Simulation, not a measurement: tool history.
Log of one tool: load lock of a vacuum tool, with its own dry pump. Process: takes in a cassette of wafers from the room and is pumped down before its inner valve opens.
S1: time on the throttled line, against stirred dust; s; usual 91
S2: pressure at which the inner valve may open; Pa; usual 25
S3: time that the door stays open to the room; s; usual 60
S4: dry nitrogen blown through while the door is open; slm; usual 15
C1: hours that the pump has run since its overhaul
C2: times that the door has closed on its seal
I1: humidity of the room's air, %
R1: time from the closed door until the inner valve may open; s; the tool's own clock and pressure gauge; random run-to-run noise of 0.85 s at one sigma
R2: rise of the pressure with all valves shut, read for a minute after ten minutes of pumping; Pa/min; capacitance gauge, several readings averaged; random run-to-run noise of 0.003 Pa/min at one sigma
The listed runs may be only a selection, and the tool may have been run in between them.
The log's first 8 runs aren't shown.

run    hour   S1  S2   S3  S4     C1     C2    I1     R1     R2
  9  1098.3   91  25   60   4   8363   1168  43.3  138.6  0.061
 10  1270.2  150  25   60   4   8535   1755  44.4  187.4  0.062
 11  1435.4   91  25   60  35   8700   2320  47.1  139.3  0.027
 12  1591.2   91  25  180  15   8856   2853  45.3  139.4  0.087
 13  1688.8   91  25  180  15   8954   3187  45.6  139.1  0.086
 14  1808.9   91  25   60  36   9074   3598    46  138.8  0.038
 15  1946.3   91  25   38  15   9211   4067  43.9  139.2  0.038
 16  2043.7   91  25   38  15   9309   4400  48.9  139.2  0.043
 17  2137.3   91  25   84  15   9402   4720  46.4  139.9  0.059
 18    2325   91  25  132  15   9590   5362  43.6    140   0.08
 19    2454   91  25   84   7   9719   5803  42.5    138  0.083
 20  2621.2   82  41   39   5   9886   6375  47.1  128.5  0.071
 21  2800.4  132  25  161   5  10065   6988  46.7    171  0.132
 22  2984.7   75  25   60   8  10250   7618  45.9  126.4  0.084
 23  3180.7   75  25   60   8  10446   8288  45.5  126.6   0.09
 24  3337.3   91  27  104  15  10602   8823  40.4  138.7  0.098
 25  3432.9   91  27  104  15  10698   9150  47.5    139  0.105
 26  3554.8   91  25   93   7  10820   9567  41.1  139.2  0.117
 27  3704.7   91  25   25  10  10970  10080  44.7  142.4  0.078
 28  3886.4   91  25   25  10  11151  10701  43.8  140.7  0.084
 29  3998.2   91  25   25  10  11263  11083  44.1  140.2   0.09
 30  4091.2   50  19   67  15  11356  11401  47.6  110.6  0.113
 31  4216.5   50  19   67  15  11481  11829  45.3  110.1  0.112
 32    4364   91  25   60   9  11629  12334  42.5  141.5  0.118

3 options for the next run, each taken on its own from the tool as it stands now. Forecast them:
  A  4465.7  63  49   64   9  11731  12682  48.3   ?   ?
  B  4465.7  91  29   60  15  11731  12682  48.5   ?   ?
  C  4465.7  91  25  189  11  11731  12682  46.8   ?   ?

run     R1     R2
  A  112.6  0.128
  B  141.1  0.119
  C  140.9  0.168
Without the tool's unlogged condition, the same runs would have read:
run     R1     R2
  A  103.9  0.047
  B  132.5  0.038
  C  132.2  0.088

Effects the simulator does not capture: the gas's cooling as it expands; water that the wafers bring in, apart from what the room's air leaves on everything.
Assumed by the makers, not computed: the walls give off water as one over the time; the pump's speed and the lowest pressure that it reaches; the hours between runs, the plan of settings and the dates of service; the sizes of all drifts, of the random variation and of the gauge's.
